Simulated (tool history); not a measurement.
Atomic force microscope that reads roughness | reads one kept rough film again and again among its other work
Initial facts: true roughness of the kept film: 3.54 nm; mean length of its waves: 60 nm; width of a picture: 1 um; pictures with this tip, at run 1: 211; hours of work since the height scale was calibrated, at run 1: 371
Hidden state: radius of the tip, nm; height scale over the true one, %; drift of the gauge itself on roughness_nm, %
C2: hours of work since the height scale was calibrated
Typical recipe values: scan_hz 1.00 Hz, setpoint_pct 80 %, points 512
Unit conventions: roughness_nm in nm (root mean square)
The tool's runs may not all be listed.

{"run": 1, "hour": 0.0, "scan_hz": 1.0, "setpoint_pct": 80, "points": 512, "pictures with this tip": 211, "C2": 371, "roughness_nm": 3.069}
{"run": 2, "hour": 40.9, "scan_hz": 1.0, "setpoint_pct": 80, "points": 512, "pictures with this tip": 281, "C2": 392, "roughness_nm": 3.023}
{"hour": 72.7, "done": "new tip fitted"}
{"run": 3, "hour": 82.3, "scan_hz": 1.0, "setpoint_pct": 77, "points": 512, "pictures with this tip": 16, "C2": 414, "roughness_nm": 3.228}
{"run": 4, "hour": 122.3, "scan_hz": 1.0, "setpoint_pct": 77, "points": 512, "pictures with this tip": 85, "C2": 435, "roughness_nm": 3.179}
{"run": 5, "hour": 173.1, "scan_hz": 1.0, "setpoint_pct": 77, "points": 512, "pictures with this tip": 171, "C2": 461, "roughness_nm": 3.109}
{"hour": 178.6, "done": "height scale calibrated on a step standard"}
{"run": 6, "hour": 228.9, "scan_hz": 1.0, "setpoint_pct": 55, "points": 512, "pictures with this tip": 265, "C2": 26, "roughness_nm": 3.123}
{"hour": 268.4, "done": "new tip fitted"}
{"run": 7, "hour": 301.5, "scan_hz": 1.0, "setpoint_pct": 67, "points": 512, "pictures with this tip": 57, "C2": 64, "roughness_nm": 3.269}
{"run": 8, "hour": 354.9, "scan_hz": 1.44, "setpoint_pct": 70, "points": 512, "pictures with this tip": 148, "C2": 92, "roughness_nm": 3.139}
{"run": 9, "hour": 390.9, "scan_hz": 1.0, "setpoint_pct": 65, "points": 512, "pictures with this tip": 210, "C2": 111, "roughness_nm": 3.153}
{"run": 10, "hour": 428.5, "scan_hz": 2.55, "setpoint_pct": 76, "points": 878, "pictures with this tip": 274, "C2": 131, "roughness_nm": 2.891}
{"hour": 466.3, "done": "new tip fitted"}
{"run": 11, "hour": 476.0, "scan_hz": 1.0, "setpoint_pct": 80, "points": 440, "pictures with this tip": 16, "C2": 156, "roughness_nm": 3.203}
{"run": 12, "hour": 549.3, "scan_hz": 1.0, "setpoint_pct": 86, "points": 440, "pictures with this tip": 142, "C2": 194, "roughness_nm": 3.05}
{"run": 13, "hour": 618.5, "scan_hz": 1.0, "setpoint_pct": 86, "points": 440, "pictures with this tip": 260, "C2": 231, "roughness_nm": 2.944}
{"hour": 633.9, "done": "height scale calibrated on a step standard, once more"}
{"hour": 659.6, "done": "new tip fitted"}
{"run": 14, "hour": 665.3, "scan_hz": 0.72, "setpoint_pct": 75, "points": 412, "pictures with this tip": 10, "C2": 16, "roughness_nm": 3.288}

Pick out some run-to-run changes in roughness_nm. Of each, how much would a tool without hidden state show as well, from the settings, what came in and chance, and how much is left for the hidden state and any gauge scatter not in both results compared?
Run 13 -> 14: scan_hz 1.00 -> 0.72, setpoint_pct 86 -> 75, points 440 -> 412, height scale calibrated on a step standard, once more, new tip fitted. roughness_nm +0.344 nm (root mean square): hidden state +0.246, all else +0.098.
